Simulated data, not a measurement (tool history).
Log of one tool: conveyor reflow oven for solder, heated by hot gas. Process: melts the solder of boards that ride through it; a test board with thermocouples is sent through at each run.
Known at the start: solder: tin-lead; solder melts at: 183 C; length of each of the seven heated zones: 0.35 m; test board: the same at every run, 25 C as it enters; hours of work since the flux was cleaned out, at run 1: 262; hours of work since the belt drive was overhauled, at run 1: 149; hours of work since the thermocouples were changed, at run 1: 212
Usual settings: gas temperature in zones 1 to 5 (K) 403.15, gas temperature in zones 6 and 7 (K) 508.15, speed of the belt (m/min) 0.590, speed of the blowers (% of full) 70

run	hour	gas temperature in zones 1 to 5 (K)	gas temperature in zones 6 and 7 (K)	speed of the belt (m/min)	speed of the blowers (% of full)	hours of work since the flux was cleaned out	hours of work since the belt drive was overhauled	hours of work since the thermocouples were changed	highest temperature of the board (K)	time above the solder's melting point (s)
1	0.0	403.15	508.15	0.590	70	262	149	212	491.15	52.03
2	9.0	403.15	503.15	0.590	70	268	154	218	486.85	48.68
3	21.6	393.15	503.15	0.590	70	276	163	226	485.25	44.45
4	34.3	403.15	508.15	0.590	74	285	171	235	492.25	52.93
5	40.2	403.15	508.15	0.590	74	288	175	239	492.35	52.97
6	53.5	403.15	508.15	0.590	74	297	184	248	492.05	52.96
# hour 58.7: belt drive overhauled, speed set with a stopwatch
7	65.5	403.15	516.15	0.590	70	302	4	253	498.15	56.90
8	79.0	403.15	509.15	0.590	70	311	13	262	491.95	52.75
9	90.3	395.15	516.15	0.667	81	319	21	269	495.55	46.66
10	96.8	395.15	508.15	0.477	84	323	25	273	499.05	70.83
11	107.6	395.15	508.15	0.477	84	330	32	281	499.15	70.79

Results per run with the tool's hidden condition removed, run-to-run variation unchanged:
The tool's hidden condition here consists of: heat that the gas passes to the board, % of a clean oven's; belt's true speed, % of the reading; true gas temperature in zones 6 and 7 over the reading, C; drift of the gauge itself on peak_c, C; drift of the gauge itself on liquid_s, %.
run	highest temperature of the board (K)	time above the solder's melting point (s)
1	492.55	52.92
2	488.35	49.78
3	486.85	45.79
4	493.95	53.88
5	494.05	53.93
6	493.85	53.95
7	499.85	57.38
8	493.65	53.49
9	497.75	47.52
10	500.65	71.37
11	500.75	71.34
